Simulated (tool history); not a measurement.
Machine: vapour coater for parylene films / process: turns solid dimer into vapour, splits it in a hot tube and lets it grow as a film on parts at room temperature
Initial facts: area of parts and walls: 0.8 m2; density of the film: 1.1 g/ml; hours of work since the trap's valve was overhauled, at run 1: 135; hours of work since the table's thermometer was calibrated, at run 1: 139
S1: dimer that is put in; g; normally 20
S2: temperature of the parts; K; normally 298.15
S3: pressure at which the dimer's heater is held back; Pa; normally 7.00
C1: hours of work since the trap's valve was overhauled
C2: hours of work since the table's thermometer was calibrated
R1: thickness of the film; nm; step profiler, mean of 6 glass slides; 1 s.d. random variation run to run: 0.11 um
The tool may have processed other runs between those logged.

Run 1, hour 0.0: usual settings; C1 135; C2 139. Result: R1 13200 nm.
Run 2, hour 24.5: usual settings but S1 13 g; C1 152; C2 157. Result: R1 8550 nm.
Run 3, hour 50.0: usual settings but S1 13 g; C1 171; C2 175. Result: R1 8510 nm.
Run 4, hour 72.9: usual settings but S1 13 g; C1 187; C2 192. Result: R1 8490 nm.
Run 5, hour 91.3: usual settings but S1 13 g; C1 201; C2 205. Result: R1 8580 nm.
Run 6, hour 104.4: usual settings but S1 13 g; C1 210; C2 215. Result: R1 8540 nm.
Run 7, hour 126.1: usual settings but S1 13 g; C1 226; C2 230. Result: R1 8330 nm.
Run 8, hour 150.5: usual settings but S1 13 g; C1 244; C2 248. Result: R1 8470 nm.
Run 9, hour 164.1: usual settings but S1 13 g; C1 254; C2 258. Result: R1 8560 nm.
Run 10, hour 179.6: usual settings but S2 302.15 K; C1 265; C2 269. Result: R1 11400 nm.
Run 11, hour 205.7: usual settings but S1 33 g, S2 306.15 K, S3 2.11 Pa; C1 284; C2 288. Result: R1 19240 nm.
Run 12, hour 231.0: usual settings but S1 26 g, S2 306.15 K, S3 5.63 Pa; C1 302; C2 306. Result: R1 13400 nm.
Run 13, hour 254.1: usual settings but S1 14 g, S2 302.15 K, S3 5.77 Pa; C1 319; C2 323. Result: R1 8160 nm.
Run 14, hour 269.0: usual settings but S1 32 g, S2 296.15 K, S3 7.04 Pa; C1 329; C2 334. Result: R1 21540 nm.
Run 15, hour 291.0: usual settings but S1 32 g, S2 296.15 K, S3 7.04 Pa; C1 345; C2 350. Result: R1 21890 nm.
Run 16, hour 305.7: usual settings but S1 29 g, S2 300.15 K, S3 9.55 Pa; C1 356; C2 361. Result: R1 16880 nm.
Run 17, hour 318.7: usual settings but S1 29 g, S2 300.15 K, S3 9.55 Pa; C1 365; C2 370. Result: R1 16800 nm.
Run 18, hour 334.5: usual settings but S1 21 g, S2 304.15 K, S3 10.96 Pa; C1 377; C2 381. Result: R1 10510 nm.
Run 19, hour 357.4: usual settings but S1 21 g, S2 304.15 K, S3 10.96 Pa; C1 393; C2 398. Result: R1 10610 nm.

Same runs, no hidden state in the tool, same run-to-run variation:
Unlogged tool condition in this case: vapour lost through the trap's worn valve, %; true temperature of the parts over the reading, C; drift of the gauge itself on film_um, %.
run     R1
  1  13460
  2   8740
  3   8720
  4   8730
  5   8830
  6   8810
  7   8620
  8   8780
  9   8890
 10  11860
 11  20060
 12  14010
 13   8560
 14  22620
 15  23030
 16  17780
 17  17720
 18  11110
 19  11240

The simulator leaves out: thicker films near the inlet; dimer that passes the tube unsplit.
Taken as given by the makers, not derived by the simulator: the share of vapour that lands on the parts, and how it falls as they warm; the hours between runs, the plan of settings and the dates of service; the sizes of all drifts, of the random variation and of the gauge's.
